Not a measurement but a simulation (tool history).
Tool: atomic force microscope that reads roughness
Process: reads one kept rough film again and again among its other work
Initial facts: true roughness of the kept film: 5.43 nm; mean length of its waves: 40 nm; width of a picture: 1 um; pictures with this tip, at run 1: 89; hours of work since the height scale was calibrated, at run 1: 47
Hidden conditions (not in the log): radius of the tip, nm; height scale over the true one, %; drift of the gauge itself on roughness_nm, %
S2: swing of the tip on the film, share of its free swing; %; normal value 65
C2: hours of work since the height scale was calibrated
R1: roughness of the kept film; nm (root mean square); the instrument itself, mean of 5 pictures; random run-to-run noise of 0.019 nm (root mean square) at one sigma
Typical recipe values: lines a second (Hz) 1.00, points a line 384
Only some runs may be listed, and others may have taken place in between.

{"run": 1, "hour": 0.0, "lines a second (Hz)": 1.0, "S2": 65, "points a line": 384, "pictures with this tip": 89, "C2": 47, "R1": 4.374}
{"run": 2, "hour": 29.4, "lines a second (Hz)": 1.0, "S2": 65, "points a line": 384, "pictures with this tip": 147, "C2": 63, "R1": 4.29}
{"run": 3, "hour": 68.9, "lines a second (Hz)": 1.0, "S2": 65, "points a line": 384, "pictures with this tip": 225, "C2": 86, "R1": 4.064}
{"hour": 107.3, "done": "new tip fitted"}
{"run": 4, "hour": 115.8, "lines a second (Hz)": 1.0, "S2": 65, "points a line": 384, "pictures with this tip": 17, "C2": 112, "R1": 4.525}
{"run": 5, "hour": 162.7, "lines a second (Hz)": 1.0, "S2": 65, "points a line": 384, "pictures with this tip": 110, "C2": 139, "R1": 4.262}
{"run": 6, "hour": 205.9, "lines a second (Hz)": 1.0, "S2": 65, "points a line": 384, "pictures with this tip": 196, "C2": 164, "R1": 4.071}
{"hour": 261.8, "done": "new tip fitted"}
{"run": 7, "hour": 264.8, "lines a second (Hz)": 1.0, "S2": 65, "points a line": 384, "pictures with this tip": 6, "C2": 197, "R1": 4.627}
{"run": 8, "hour": 326.9, "lines a second (Hz)": 1.0, "S2": 65, "points a line": 384, "pictures with this tip": 129, "C2": 232, "R1": 4.331}
{"run": 9, "hour": 382.4, "lines a second (Hz)": 1.0, "S2": 65, "points a line": 384, "pictures with this tip": 238, "C2": 264, "R1": 4.104}
{"hour": 411.7, "done": "new tip fitted"}
{"run": 10, "hour": 428.2, "lines a second (Hz)": 1.0, "S2": 65, "points a line": 918, "pictures with this tip": 32, "C2": 290, "R1": 4.519}
{"hour": 434.2, "done": "height scale calibrated on a step standard"}
{"run": 11, "hour": 472.7, "lines a second (Hz)": 1.0, "S2": 61, "points a line": 845, "pictures with this tip": 118, "C2": 22, "R1": 4.349}
{"run": 12, "hour": 517.9, "lines a second (Hz)": 0.57, "S2": 61, "points a line": 845, "pictures with this tip": 208, "C2": 48, "R1": 4.212}
{"hour": 533.0, "done": "height scale calibrated on a step standard, once more"}
{"hour": 563.4, "done": "new tip fitted"}
{"run": 13, "hour": 578.5, "lines a second (Hz)": 3.85, "S2": 61, "points a line": 592, "pictures with this tip": 30, "C2": 26, "R1": 4.241}
{"run": 14, "hour": 647.1, "lines a second (Hz)": 0.59, "S2": 61, "points a line": 592, "pictures with this tip": 166, "C2": 65, "R1": 4.304}
{"run": 15, "hour": 688.4, "lines a second (Hz)": 0.59, "S2": 61, "points a line": 592, "pictures with this tip": 248, "C2": 88, "R1": 4.11}
{"hour": 712.7, "done": "new tip fitted"}
{"run": 16, "hour": 718.0, "lines a second (Hz)": 1.04, "S2": 65, "points a line": 384, "pictures with this tip": 10, "C2": 105, "R1": 4.523}
{"run": 17, "hour": 748.0, "lines a second (Hz)": 0.85, "S2": 79, "points a line": 384, "pictures with this tip": 70, "C2": 122, "R1": 4.264}
{"run": 18, "hour": 790.4, "lines a second (Hz)": 0.85, "S2": 79, "points a line": 384, "pictures with this tip": 154, "C2": 146, "R1": 4.086}
{"run": 19, "hour": 848.4, "lines a second (Hz)": 1.45, "S2": 65, "points a line": 408, "pictures with this tip": 269, "C2": 179, "R1": 3.96}
{"hour": 861.9, "done": "new tip fitted"}
{"run": 20, "hour": 904.5, "lines a second (Hz)": 1.12, "S2": 65, "points a line": 629, "pictures with this tip": 85, "C2": 211, "R1": 4.358}

Hidden state at the last listed run before each entry between runs and at the first one after, where it differs:
Run 3 -> run 4: new tip fitted (hour 107.3)
  radius of the tip, nm: 20.8 -> 11.9; height scale over the true one, %: -0.11 -> -0.12
  the result without the hidden state subtracted from the measured one, R1: -0.524 -> -0.110 nm (root mean square)
Run 6 -> run 7: new tip fitted (hour 261.8)
  radius of the tip, nm: 21.3 -> 10.4; height scale over the true one, %: -0.14 -> -0.16
  the result without the hidden state subtracted from the measured one, R1: -0.552 -> -0.027 nm (root mean square)
Run 9 -> run 10: new tip fitted (hour 411.7)
  radius of the tip, nm: 21.1 -> 11.7; height scale over the true one, %: -0.18 -> -0.19
  the result without the hidden state subtracted from the measured one, R1: -0.547 -> -0.099 nm (root mean square)
Run 10 -> run 11: height scale calibrated on a step standard (hour 434.2)
  radius of the tip, nm: 11.7 -> 15.6; height scale over the true one, %: -0.19 -> -0.33
  the result without the hidden state subtracted from the measured one, R1: -0.099 -> -0.302 nm (root mean square)
Run 12 -> run 13: height scale calibrated on a step standard, once more (hour 533.0); new tip fitted (hour 563.4)
  radius of the tip, nm: 19.8 -> 11.9; height scale over the true one, %: -0.34 -> 0.02
  the result without the hidden state subtracted from the measured one, R1: -0.503 -> -0.096 nm (root mean square)
Run 15 -> run 16: new tip fitted (hour 712.7)
  radius of the tip, nm: 22.5 -> 11.3; height scale over the true one, %: 0 -> -0.01
  the result without the hidden state subtracted from the measured one, R1: -0.607 -> -0.071 nm (root mean square)
Run 19 -> run 20: new tip fitted (hour 861.9)
  radius of the tip, nm: 23.5 -> 14.1; height scale over the true one, %: -0.04 -> -0.05
  the result without the hidden state subtracted from the measured one, R1: -0.633 -> -0.211 nm (root mean square)
